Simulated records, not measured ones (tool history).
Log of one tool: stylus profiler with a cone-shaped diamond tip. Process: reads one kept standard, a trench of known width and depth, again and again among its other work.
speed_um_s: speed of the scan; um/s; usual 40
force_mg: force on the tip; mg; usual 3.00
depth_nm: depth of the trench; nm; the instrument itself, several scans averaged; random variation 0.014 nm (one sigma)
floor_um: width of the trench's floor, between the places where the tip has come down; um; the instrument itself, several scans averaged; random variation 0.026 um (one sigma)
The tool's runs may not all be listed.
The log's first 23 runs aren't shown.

run   hour  speed_um_s  force_mg  depth_nm  floor_um
 24  573.0          19      1.29    101.06     48.45
 25  589.4          40      7.14    103.08     48.42
 26  626.1          80      1.66    101.25     48.14
 27  649.7          12      1.11    100.96     48.42
 28  667.5          58      1.17    101.02     48.20
 29  686.6          40      3.24    101.88     48.41
 30  721.3          80      1.48    101.18     48.14
 31  749.9          35      5.10    102.50     48.42
 32  769.8          52      3.52    101.98     48.39
 33  790.0          91      2.13    101.42     48.18
 34  815.5          69      6.32    102.84     48.34
 35  838.9         104      1.57    101.23     48.04
 36  857.3          88      1.88    101.34     48.13
 37  875.4          88      1.88    101.36     48.10
 38  895.8          88      1.88    101.36     48.14
 39  921.5          67      1.91    101.37     48.25
 40  936.7          67      1.91    101.37     48.24

Forecast each of these 5 alternatives for the next run:
  A  966.9          17      1.37         ?         ?
  B  966.9          59      4.29         ?         ?
  C  966.9          67      1.28         ?         ?
  D  966.9          97      1.31         ?         ?
  E  966.9          67      2.85         ?         ?

run  depth_nm  floor_um
  A    101.16     48.44
  B    102.27     48.30
  C    101.08     48.10
  D    101.08     48.01
  E    101.77     48.32
Without the tool's hidden state the same runs would have given:
run  depth_nm  floor_um
  A    100.99     48.52
  B    102.10     48.39
  C    100.91     48.19
  D    100.92     48.10
  E    101.60     48.40
